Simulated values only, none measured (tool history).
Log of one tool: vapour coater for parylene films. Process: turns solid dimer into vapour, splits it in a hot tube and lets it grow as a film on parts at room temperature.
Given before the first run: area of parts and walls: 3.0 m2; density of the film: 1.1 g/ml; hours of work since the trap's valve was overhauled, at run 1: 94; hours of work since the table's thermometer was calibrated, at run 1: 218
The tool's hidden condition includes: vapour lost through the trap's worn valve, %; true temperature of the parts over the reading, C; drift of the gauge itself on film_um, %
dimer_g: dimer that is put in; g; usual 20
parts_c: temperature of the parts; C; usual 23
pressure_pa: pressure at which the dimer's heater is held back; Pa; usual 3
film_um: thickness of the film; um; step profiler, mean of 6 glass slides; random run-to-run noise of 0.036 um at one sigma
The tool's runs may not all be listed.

run     day  dimer_g  parts_c  pressure_pa  hours of work since the trap's valve was overhauled  hours of work since the table's thermometer was calibrated  film_um
  1       0       20       23            3                                                   94                                                         218      3.6
  2     0.5       20       23            3                                                  100                                                         224     3.67
  3   1.571       20       23            3                                                  113                                                         237     3.63
  4    2.35       20       23            3                                                  122                                                         246     3.64
  5   3.067       20       23            3                                                  130                                                         254     3.61
  6   3.896       20       23            3                                                  140                                                         264     3.62
  7   4.583       20       23            3                                                  148                                                         272     3.55
  8   5.417       20       26            3                                                  157                                                         281     3.35
  9   6.462       20       26            3                                                  169                                                         294      3.3
 10   7.654       20       26            3                                                  183                                                         307     3.35
 11   8.667       20       23            3                                                  195                                                         319      3.5
 12   9.154       12       23            3                                                  201                                                         325     2.16
 13   9.792       12       23            3                                                  208                                                         332     2.07
 14  10.454       12       23            3                                                  216                                                         340     2.12
 15  11.133       20       23            3                                                  224                                                         348     3.54
 16  11.871       20       23            3                                                  232                                                         356     3.51
 17  12.892       10       23            3                                                  244                                                         368     1.77
 18  13.662       10       23            3                                                  253                                                         377     1.71
 19   14.55       20       19            3                                                  264                                                         388      3.8
 20  15.592       20       19            3                                                  276                                                         400      3.8
 21  16.275       20       19            3                                                  284                                                         408     3.84
       16.4  -- table's thermometer calibrated
 22  17.221       20       19            3                                                  294                                                          10     3.77
 23  17.729       20       19            3                                                  300                                                          15     3.73
 24  18.833       35       22         6.13                                                  313                                                          28     5.45
     19.529  -- trap's valve overhauled
 25  19.933       20       22        11.38                                                    5                                                          39     3.03
     20.304  -- table's thermometer calibrated, once more
 26   20.75       30       23        10.27                                                   14                                                           5     4.45
 27  21.746       24       20            3                                                   25                                                          17     4.72
 28  22.358       24       20         2.58                                                   32                                                          24     4.78
 29  23.275       35       19         3.45                                                   43                                                          35      6.9
 30  23.804       19       25         2.96                                                   49                                                          41     3.34
 31  24.375       19       25         2.96                                                   56                                                          47     3.28
 32  25.254        9       16          5.5                                                   66                                                          58     1.74
 33  25.738        9       16          5.5                                                   72                                                          63      1.7
 34  26.862       20       23         6.99                                                   85                                                          76     3.15
 35  27.929       20       23         6.99                                                   97                                                          89     3.18
 36  28.475       25       23         8.18                                                  104                                                          95      3.9
 37  29.483       25       24         3.45                                                  115                                                         107     4.28

Predict the results of run 38:
 38  30.662       23       24         6.84                                                  129                                                         121        ?

film_um: 3.52 um
If the tool had no hidden condition, the same run with the same run-to-run variation would have returned film_um 3.64 um.

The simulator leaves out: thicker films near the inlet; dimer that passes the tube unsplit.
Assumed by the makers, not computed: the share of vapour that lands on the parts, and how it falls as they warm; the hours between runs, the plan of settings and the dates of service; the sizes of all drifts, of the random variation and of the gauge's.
